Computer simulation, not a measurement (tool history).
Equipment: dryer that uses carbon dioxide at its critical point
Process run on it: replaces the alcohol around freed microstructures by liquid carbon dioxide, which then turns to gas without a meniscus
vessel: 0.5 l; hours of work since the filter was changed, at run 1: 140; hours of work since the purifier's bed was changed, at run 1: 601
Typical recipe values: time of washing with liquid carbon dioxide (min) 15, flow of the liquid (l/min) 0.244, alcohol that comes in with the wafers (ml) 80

| run | hour | time of washing with liquid carbon dioxide (min) | flow of the liquid (l/min) | alcohol that comes in with the wafers (ml) | hours of work since the filter was changed | hours of work since the purifier's bed was changed | alcohol left in the vessel before it's heated (ppm by volume) |
|---|---|---|---|---|---|---|---|
| 1 | 0 | 15 | 0.244 | 80 | 140 | 601 | 1098 |
| 2 | 45.6 | 10 | 0.244 | 80 | 169 | 629 | 5780 |
| 3 | 88 | 10 | 0.244 | 80 | 195 | 655 | 6065 |
| 4 | 142 | 10 | 0.244 | 80 | 228 | 689 | 6643 |
| 5 | 198 | 10 | 0.244 | 80 | 263 | 724 | 6800 |
| 6 | 246.2 | 15 | 0.244 | 80 | 293 | 753 | 1584 |
| 7 | 273 | 15 | 0.244 | 80 | 310 | 770 | 1675 |
| 8 | 298.5 | 15 | 0.152 | 80 | 325 | 786 | 9005 |
| 9 | 324.2 | 15 | 0.152 | 80 | 341 | 802 | 9477 |
|  | 357.6 | inlet filter changed |
| 10 | 376.2 | 15 | 0.146 | 80 | 12 | 833 | 6439 |
| 11 | 429 | 15 | 0.146 | 80 | 44 | 866 | 6917 |
| 12 | 454.4 | 18 | 0.265 | 63 | 60 | 882 | 230 |
| 13 | 483.8 | 9 | 0.265 | 33 | 78 | 900 | 2430 |
| 14 | 534.1 | 14 | 0.162 | 79 | 109 | 931 | 6823 |
| 15 | 559.6 | 19 | 0.196 | 21 | 125 | 947 | 342 |
| 16 | 589.4 | 19 | 0.327 | 75 | 144 | 966 | 130 |
| 17 | 645 | 24 | 0.241 | 80 | 178 | 1000 | 178 |
| 18 | 678.7 | 23 | 0.324 | 43 | 199 | 1021 | 119 |
| 19 | 708.5 | 18 | 0.257 | 50 | 217 | 1039 | 340 |

3 ways to go on from here, each from the tool as it stands after run 19. What would each give?
| A | 762.8 | 18 | 0.257 | 33 | 251 | 1073 | ? |
| B | 762.8 | 9 | 0.299 | 80 | 251 | 1073 | ? |
| C | 762.8 | 15 | 0.157 | 70 | 251 | 1073 | ? |

| run | alcohol left in the vessel before it's heated (ppm by volume) |
|---|---|
| A | 290 |
| B | 5031 |
| C | 6567 |
With no hidden state in the tool, these same runs would have given:
| run | alcohol left in the vessel before it's heated (ppm by volume) |
|---|---|
| A | 87 |
| B | 3070 |
| C | 4251 |
